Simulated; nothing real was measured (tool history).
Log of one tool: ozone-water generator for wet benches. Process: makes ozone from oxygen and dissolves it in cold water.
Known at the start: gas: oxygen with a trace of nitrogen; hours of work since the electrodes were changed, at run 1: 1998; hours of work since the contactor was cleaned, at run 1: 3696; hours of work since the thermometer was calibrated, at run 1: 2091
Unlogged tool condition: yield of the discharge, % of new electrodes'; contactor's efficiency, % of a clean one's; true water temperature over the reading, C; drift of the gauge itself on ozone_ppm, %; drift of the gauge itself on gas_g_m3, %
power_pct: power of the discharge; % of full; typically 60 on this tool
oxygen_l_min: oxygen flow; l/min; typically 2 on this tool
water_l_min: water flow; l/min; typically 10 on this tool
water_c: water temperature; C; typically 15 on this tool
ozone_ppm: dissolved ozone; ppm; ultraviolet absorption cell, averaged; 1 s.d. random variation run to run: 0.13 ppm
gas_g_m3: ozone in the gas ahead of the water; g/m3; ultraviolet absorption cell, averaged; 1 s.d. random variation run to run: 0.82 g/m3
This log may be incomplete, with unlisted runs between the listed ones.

| run | hour | power_pct | oxygen_l_min | water_l_min | water_c | hours of work since the electrodes were changed | hours of work since the contactor was cleaned | hours of work since the thermometer was calibrated | ozone_ppm | gas_g_m3 |
|---|---|---|---|---|---|---|---|---|---|---|
| 1 | 0 | 60 | 2 | 10 | 15 | 1998 | 3696 | 2091 | 13.3 | 128.2 |
| 2 | 105.4 | 60 | 2 | 14 | 15 | 2065 | 3763 | 2158 | 10 | 128.2 |
| 3 | 221.4 | 60 | 2 | 14 | 15 | 2139 | 3837 | 2231 | 9.9 | 128.7 |
| 4 | 315.1 | 60 | 2 | 14 | 15 | 2199 | 3896 | 2291 | 9.7 | 129 |
| 5 | 424.1 | 60 | 2 | 9 | 15 | 2268 | 3965 | 2360 | 14.3 | 130.4 |
| 6 | 495.8 | 60 | 2 | 9 | 15 | 2313 | 4011 | 2406 | 14.4 | 129.4 |
| 7 | 596.4 | 60 | 2 | 11 | 15 | 2377 | 4075 | 2469 | 12.5 | 128.1 |
| 8 | 697.2 | 60 | 2 | 10 | 15 | 2441 | 4139 | 2533 | 13.6 | 128.6 |
| 9 | 758.6 | 60 | 1.79 | 10 | 15 | 2480 | 4178 | 2572 | 13 | 136.3 |
|  | 801.2 | contactor cleaned |
| 10 | 838.9 | 60 | 2 | 10 | 15 | 2529 | 24 | 2621 | 13.1 | 129.5 |
| 11 | 909.9 | 60 | 2 | 12 | 15 | 2574 | 69 | 2666 | 11.2 | 129.2 |
| 12 | 965.6 | 60 | 2 | 7 | 15 | 2609 | 104 | 2701 | 17.5 | 128.4 |
| 13 | 1024 | 60 | 2 | 7 | 15 | 2646 | 141 | 2738 | 17.5 | 129.7 |
| 14 | 1117.7 | 60 | 1.62 | 7 | 15 | 2706 | 201 | 2798 | 17.2 | 143.6 |
| 15 | 1228 | 48 | 2.58 | 7 | 15 | 2776 | 271 | 2868 | 15.3 | 99.9 |
|  | 1246.9 | water thermometer calibrated |
| 16 | 1324.9 | 48 | 2.58 | 7 | 15 | 2837 | 332 | 50 | 15 | 98.7 |
| 17 | 1445.4 | 60 | 3.56 | 9 | 16 | 2914 | 409 | 126 | 14.4 | 96 |
| 18 | 1551.6 | 60 | 3.56 | 9 | 16 | 2981 | 476 | 194 | 14.2 | 94.1 |
| 19 | 1622.6 | 60 | 1.28 | 9 | 15 | 3026 | 521 | 239 | 13.6 | 161.7 |

4 ways to go on from here, each from the tool as it stands after run 19. What would each give?
| A | 1717.4 | 93 | 1.07 | 9 | 10 | 3086 | 582 | 299 | ? | ? |
| B | 1717.4 | 60 | 2.22 | 9 | 8 | 3086 | 582 | 299 | ? | ? |
| C | 1717.4 | 60 | 2.08 | 13 | 15 | 3086 | 582 | 299 | ? | ? |
| D | 1717.4 | 60 | 1.28 | 9 | 18 | 3086 | 582 | 299 | ? | ? |

| run | ozone_ppm | gas_g_m3 |
|---|---|---|
| A | 17.3 | 229.7 |
| B | 15.9 | 123.5 |
| C | 10.6 | 126.8 |
| D | 13.1 | 162.2 |
What these runs would have given with no unlogged condition in the tool:
| run | ozone_ppm | gas_g_m3 |
|---|---|---|
| A | 17.4 | 229.9 |
| B | 15.9 | 123.6 |
| C | 10.6 | 126.9 |
| D | 13.2 | 162.3 |
